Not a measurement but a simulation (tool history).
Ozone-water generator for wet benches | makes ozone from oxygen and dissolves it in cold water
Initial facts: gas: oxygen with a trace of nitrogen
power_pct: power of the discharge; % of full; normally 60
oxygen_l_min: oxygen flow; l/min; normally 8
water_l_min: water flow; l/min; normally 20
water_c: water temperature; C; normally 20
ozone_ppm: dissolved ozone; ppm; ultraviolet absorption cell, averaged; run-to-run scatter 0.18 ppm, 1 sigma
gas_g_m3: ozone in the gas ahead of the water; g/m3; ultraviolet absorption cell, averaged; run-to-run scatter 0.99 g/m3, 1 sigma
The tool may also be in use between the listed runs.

run,hour,power_pct,oxygen_l_min,water_l_min,water_c,ozone_ppm,gas_g_m3
1,0,60,8,20,20,24.3,170
2,26.7,60,8,20,20,24.7,168.6
3,48.9,60,8,20,20,24.6,171.8
4,84.5,60,8,20,22,23.6,170.2
5,126.1,60,8,20,22,23.7,168
6,151.1,60,8,20,20,24.3,169.7
7,170.4,60,8,20,20,24.6,170
8,202.1,60,8,20,20,24.1,170.3
9,223,60,8,20,20,24.4,171
10,265.9,60,8,20,20,24.3,167.8
11,293.2,60,8,20,20,24.5,168.6
12,332,60,8,20,20,24.5,169.8
13,355.1,60,8,20,20,24.6,169.1
14,375.1,60,8,20,20,24.3,171.1
# hour 385.2: contactor cleaned
15,413.5,60,8,20,20,24.5,169.7
16,438.4,60,8,20,20,24.4,170.7
17,477.1,94,8,20,16,35.6,233
18,510.1,94,8,20,16,36,232.7
19,531.1,94,8,20,16,36.1,234.4
20,552.3,52,8,20,24,20.5,153.1
21,578.7,60,8,13,26,26.5,171

Run 22, settings as shown, results not yet in. Your forecast:
22,599.4,98,8,13,21,?,?

Run 22 measured ozone_ppm 42.2 ppm, gas_g_m3 240.8 g/m3.
On a tool with no hidden condition, and with the same random variation, this run would have come out at ozone_ppm 42.2 ppm, gas_g_m3 240.9 g/m3.
